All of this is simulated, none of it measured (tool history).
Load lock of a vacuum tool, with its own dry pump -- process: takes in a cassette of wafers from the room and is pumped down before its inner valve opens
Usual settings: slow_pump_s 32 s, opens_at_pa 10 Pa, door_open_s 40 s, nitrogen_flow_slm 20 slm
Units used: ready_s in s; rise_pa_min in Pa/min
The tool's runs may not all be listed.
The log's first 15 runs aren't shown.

run,hour,slow_pump_s,opens_at_pa,door_open_s,nitrogen_flow_slm,"incoming humidity of the room's air, %",ready_s,rise_pa_min
16,1705.5,32,10,169,20,43,54.9,0.057
17,1775.5,32,10,169,20,44.6,54.9,0.054
18,1914.2,32,10,40,20,42.5,55,0.043
# hour 1953.9: dry pump taken out, an overhauled one fitted
19,2048.9,23,9,134,9,43.3,45.4,0.066
20,2152.3,64,10,42,20,43.6,77.5,0.039
21,2243.7,64,10,42,20,43.5,77.3,0.04
22,2324.1,28,10,40,41,45.4,49.1,0.036
23,2447.3,32,13,40,20,40.1,51.4,0.04
24,2588.6,32,13,40,20,43,51.3,0.038
25,2706.9,17,8,40,20,44.5,41.2,0.027
26,2797.7,32,10,40,14,41.9,52.2,0.044
27,2876.7,32,10,40,14,45.2,52.6,0.047
28,2968.7,32,10,40,14,45.9,52.2,0.051
29,3080.6,24,10,40,11,42,46.1,0.044
30,3244.7,32,12,59,20,46.3,51.9,0.045
31,3371.2,41,12,27,16,47.9,59.1,0.042
32,3510.8,49,10,82,23,46.3,65.6,0.043
33,3675.4,59,10,108,20,44.2,73.6,0.051
34,3839.5,59,10,108,20,46.6,73.6,0.056
35,4004.9,59,10,108,20,44.4,73.6,0.049
36,4143.2,48,15,92,16,43.6,64.1,0.054

Branching from run 36: 5 alternative next runs. What would each branch give?
A,4231.5,35,10,229,28,44.1,?,?
B,4231.5,19,10,163,20,47.7,?,?
C,4231.5,21,17,40,9,45.5,?,?
D,4231.5,19,10,40,15,44.4,?,?
E,4231.5,32,15,30,20,46.1,?,?

run,ready_s,rise_pa_min
A,55.1,0.059
B,42.5,0.064
C,42.4,0.062
D,42.3,0.05
E,51.5,0.042
Without the tool's hidden state the same runs would have given:
run,ready_s,rise_pa_min
A,54.5,0.043
B,41.8,0.049
C,41.8,0.047
D,41.5,0.034
E,50.8,0.027
